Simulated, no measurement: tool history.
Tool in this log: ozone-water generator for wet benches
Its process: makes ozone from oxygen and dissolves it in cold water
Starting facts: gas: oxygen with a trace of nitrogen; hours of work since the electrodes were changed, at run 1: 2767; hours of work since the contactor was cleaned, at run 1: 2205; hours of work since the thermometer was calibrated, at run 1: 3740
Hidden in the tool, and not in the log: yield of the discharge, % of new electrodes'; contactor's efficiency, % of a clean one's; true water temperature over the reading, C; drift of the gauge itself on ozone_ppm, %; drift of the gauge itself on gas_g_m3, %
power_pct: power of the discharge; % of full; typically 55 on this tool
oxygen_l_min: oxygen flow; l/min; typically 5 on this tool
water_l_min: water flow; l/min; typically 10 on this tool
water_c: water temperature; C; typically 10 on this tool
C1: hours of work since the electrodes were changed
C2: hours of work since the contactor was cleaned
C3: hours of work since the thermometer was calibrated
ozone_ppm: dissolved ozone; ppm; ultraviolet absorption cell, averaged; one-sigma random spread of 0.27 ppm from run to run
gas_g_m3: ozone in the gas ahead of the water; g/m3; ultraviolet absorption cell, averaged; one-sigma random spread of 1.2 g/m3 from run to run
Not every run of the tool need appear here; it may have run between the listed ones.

Run 1, hour 0: usual settings; C1 2767; C2 2205; C3 3740. Result: ozone_ppm 35 ppm, gas_g_m3 196.2 g/m3.
Run 2, hour 105: usual settings; C1 2869; C2 2307; C3 3842. Result: ozone_ppm 34.7 ppm, gas_g_m3 196.3 g/m3.
Run 3, hour 190.3: usual settings; C1 2951; C2 2390; C3 3925. Result: ozone_ppm 34.4 ppm, gas_g_m3 196.2 g/m3.
At hour 325: water thermometer calibrated.
Run 4, hour 326.5: usual settings; C1 3083; C2 2522; C3 1. Result: ozone_ppm 34.5 ppm, gas_g_m3 197 g/m3.
Run 5, hour 470.1: usual settings; C1 3222; C2 2661; C3 141. Result: ozone_ppm 34.4 ppm, gas_g_m3 195.2 g/m3.
At hour 536.7: contactor cleaned.
Run 6, hour 539.4: usual settings but water_c 9 C; C1 3286; C2 3; C3 204. Result: ozone_ppm 34 ppm, gas_g_m3 193.7 g/m3.
Run 7, hour 636.6: usual settings but water_c 9 C; C1 3380; C2 97; C3 298. Result: ozone_ppm 34 ppm, gas_g_m3 190.7 g/m3.
Run 8, hour 713.8: usual settings but water_c 9 C; C1 3455; C2 172; C3 373. Result: ozone_ppm 33.3 ppm, gas_g_m3 191.5 g/m3.
Run 9, hour 836.1: usual settings but water_c 9 C; C1 3573; C2 290; C3 492. Result: ozone_ppm 33.2 ppm, gas_g_m3 190.1 g/m3.
Run 10, hour 901.2: usual settings but water_c 9 C; C1 3636; C2 354; C3 555. Result: ozone_ppm 32.7 ppm, gas_g_m3 191.8 g/m3.
Run 11, hour 1037.9: usual settings but power_pct 90 % of full, oxygen_l_min 2.76 l/min, water_l_min 8 l/min, water_c 9 C; C1 3769; C2 486; C3 688. Result: ozone_ppm 46.2 ppm, gas_g_m3 302.2 g/m3.
Run 12, hour 1129.7: usual settings but power_pct 71 % of full, oxygen_l_min 4.75 l/min, water_l_min 13 l/min, water_c 7 C; C1 3858; C2 575; C3 777. Result: ozone_ppm 30.8 ppm, gas_g_m3 221.9 g/m3.
At hour 1188.3: contactor cleaned, once more.
Run 13, hour 1192.9: usual settings but power_pct 82 % of full, oxygen_l_min 4.08 l/min, water_l_min 8 l/min, water_c 5 C; C1 3916; C2 4; C3 834. Result: ozone_ppm 53.7 ppm, gas_g_m3 252.3 g/m3.
Run 14, hour 1313: usual settings but power_pct 89 % of full, oxygen_l_min 5.79 l/min, water_l_min 12 l/min, water_c 7 C; C1 4032; C2 121; C3 951. Result: ozone_ppm 43.6 ppm, gas_g_m3 234 g/m3.
Run 15, hour 1424.4: usual settings but oxygen_l_min 4.37 l/min; C1 4140; C2 229; C3 1059. Result: ozone_ppm 33.5 ppm, gas_g_m3 193.9 g/m3.
Run 16, hour 1534.1: usual settings but oxygen_l_min 2.52 l/min, water_l_min 9 l/min, water_c 7 C; C1 4246; C2 335; C3 1165. Result: ozone_ppm 33.3 ppm, gas_g_m3 226.8 g/m3.
Run 17, hour 1599.5: usual settings but oxygen_l_min 2.52 l/min, water_l_min 9 l/min, water_c 7 C; C1 4310; C2 399; C3 1228. Result: ozone_ppm 33.2 ppm, gas_g_m3 229.2 g/m3.

Here are 3 independent what-if runs from the current tool condition. What would each one return?
Run A, hour 1745.1: usual settings but power_pct 69 % of full, oxygen_l_min 2.65 l/min, water_l_min 12 l/min; C1 4451; C2 540; C3 1370. Result: ozone_ppm ?, gas_g_m3 ?.
Run B, hour 1745.1: usual settings but oxygen_l_min 4.16 l/min, water_l_min 14 l/min; C1 4451; C2 540; C3 1370. Result: ozone_ppm ?, gas_g_m3 ?.
Run C, hour 1745.1: usual settings but oxygen_l_min 4.44 l/min, water_c 13 C; C1 4451; C2 540; C3 1370. Result: ozone_ppm ?, gas_g_m3 ?.

run  ozone_ppm  gas_g_m3
  A         28     252.3
  B       24.6     194.6
  C       31.6     192.4
Take away the tool's hidden state, keep each run's random variation, and the runs would have read:
run  ozone_ppm  gas_g_m3
  A       35.2     311.2
  B         30     232.8
  C       38.4     230.1
